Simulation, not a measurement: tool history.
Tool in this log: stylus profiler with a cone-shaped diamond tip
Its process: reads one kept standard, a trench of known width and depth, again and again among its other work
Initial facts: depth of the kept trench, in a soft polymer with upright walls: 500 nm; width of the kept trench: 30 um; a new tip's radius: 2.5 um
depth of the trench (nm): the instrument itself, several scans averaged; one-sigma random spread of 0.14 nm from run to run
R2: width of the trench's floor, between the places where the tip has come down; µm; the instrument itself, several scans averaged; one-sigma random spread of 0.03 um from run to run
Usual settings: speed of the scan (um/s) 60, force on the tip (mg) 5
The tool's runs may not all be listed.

{"run": 1, "hour": 0.0, "speed of the scan (um/s)": 60, "force on the tip (mg)": 5, "depth of the trench (nm)": 507.95, "R2": 26.3}
{"run": 2, "hour": 39.4, "speed of the scan (um/s)": 60, "force on the tip (mg)": 5, "depth of the trench (nm)": 508.01, "R2": 26.3}
{"run": 3, "hour": 98.6, "speed of the scan (um/s)": 21, "force on the tip (mg)": 5, "depth of the trench (nm)": 507.88, "R2": 26.35}
{"run": 4, "hour": 165.0, "speed of the scan (um/s)": 60, "force on the tip (mg)": 10.79, "depth of the trench (nm)": 513.75, "R2": 26.25}
{"run": 5, "hour": 217.3, "speed of the scan (um/s)": 60, "force on the tip (mg)": 2.44, "depth of the trench (nm)": 504.88, "R2": 26.05}
{"run": 6, "hour": 247.0, "speed of the scan (um/s)": 60, "force on the tip (mg)": 2.44, "depth of the trench (nm)": 504.63, "R2": 26.04}
{"run": 7, "hour": 306.9, "speed of the scan (um/s)": 60, "force on the tip (mg)": 2.44, "depth of the trench (nm)": 504.76, "R2": 26.01}
{"run": 8, "hour": 356.8, "speed of the scan (um/s)": 60, "force on the tip (mg)": 8.01, "depth of the trench (nm)": 511.37, "R2": 26.14}
{"run": 9, "hour": 421.7, "speed of the scan (um/s)": 60, "force on the tip (mg)": 8.01, "depth of the trench (nm)": 511.2, "R2": 26.13}
{"run": 10, "hour": 484.0, "speed of the scan (um/s)": 60, "force on the tip (mg)": 5, "depth of the trench (nm)": 508.02, "R2": 25.99}
{"run": 11, "hour": 518.1, "speed of the scan (um/s)": 29, "force on the tip (mg)": 2.44, "depth of the trench (nm)": 504.46, "R2": 26.03}
{"hour": 521.5, "done": "height scale calibrated on a step standard"}
{"run": 12, "hour": 580.4, "speed of the scan (um/s)": 29, "force on the tip (mg)": 2.44, "depth of the trench (nm)": 504.16, "R2": 26}
{"run": 13, "hour": 636.2, "speed of the scan (um/s)": 207, "force on the tip (mg)": 7.87, "depth of the trench (nm)": 510.6, "R2": 25.63}
{"run": 14, "hour": 666.6, "speed of the scan (um/s)": 146, "force on the tip (mg)": 10.83, "depth of the trench (nm)": 513.15, "R2": 25.84}
{"run": 15, "hour": 734.9, "speed of the scan (um/s)": 31, "force on the tip (mg)": 5, "depth of the trench (nm)": 507.33, "R2": 25.94}
{"run": 16, "hour": 789.4, "speed of the scan (um/s)": 31, "force on the tip (mg)": 5, "depth of the trench (nm)": 507.43, "R2": 25.93}
{"hour": 832.0, "done": "height scale calibrated on a step standard, once more"}
{"run": 17, "hour": 854.2, "speed of the scan (um/s)": 76, "force on the tip (mg)": 5, "depth of the trench (nm)": 508.51, "R2": 25.8}
{"run": 18, "hour": 897.3, "speed of the scan (um/s)": 200, "force on the tip (mg)": 2.73, "depth of the trench (nm)": 505.57, "R2": 25.17}
{"run": 19, "hour": 940.4, "speed of the scan (um/s)": 33, "force on the tip (mg)": 2.2, "depth of the trench (nm)": 505.11, "R2": 25.79}
{"run": 20, "hour": 998.4, "speed of the scan (um/s)": 33, "force on the tip (mg)": 2.2, "depth of the trench (nm)": 505.01, "R2": 25.76}

For each run, the measured value with the value that run would have given without the tool's hidden condition subtracted. The run-to-run variation is shared by both, the gauge scatter possibly not:
Hidden state at play: radius of the tip, um; height scale over the true one, %; drift of the gauge itself on depth_nm, %; drift of the gauge itself on floor_um, %.
run=1 depth_of_the_trench_(nm)=-0.36 R2=-0.54
run=2 depth_of_the_trench_(nm)=-0.38 R2=-0.56
run=3 depth_of_the_trench_(nm)=-0.41 R2=-0.6
run=4 depth_of_the_trench_(nm)=-0.44 R2=-0.64
run=5 depth_of_the_trench_(nm)=-0.46 R2=-0.67
run=6 depth_of_the_trench_(nm)=-0.48 R2=-0.69
run=7 depth_of_the_trench_(nm)=-0.51 R2=-0.72
run=8 depth_of_the_trench_(nm)=-0.54 R2=-0.75
run=9 depth_of_the_trench_(nm)=-0.57 R2=-0.78
run=10 depth_of_the_trench_(nm)=-0.6 R2=-0.83
run=11 depth_of_the_trench_(nm)=-0.62 R2=-0.84
run=12 depth_of_the_trench_(nm)=-0.89 R2=-0.87
run=13 depth_of_the_trench_(nm)=-0.93 R2=-0.9
run=14 depth_of_the_trench_(nm)=-0.95 R2=-0.92
run=15 depth_of_the_trench_(nm)=-0.98 R2=-0.96
run=16 depth_of_the_trench_(nm)=-1.01 R2=-1
run=17 depth_of_the_trench_(nm)=+0.15 R2=-1.03
run=18 depth_of_the_trench_(nm)=+0.12 R2=-1.05
run=19 depth_of_the_trench_(nm)=+0.1 R2=-1.07
run=20 depth_of_the_trench_(nm)=+0.07 R2=-1.1
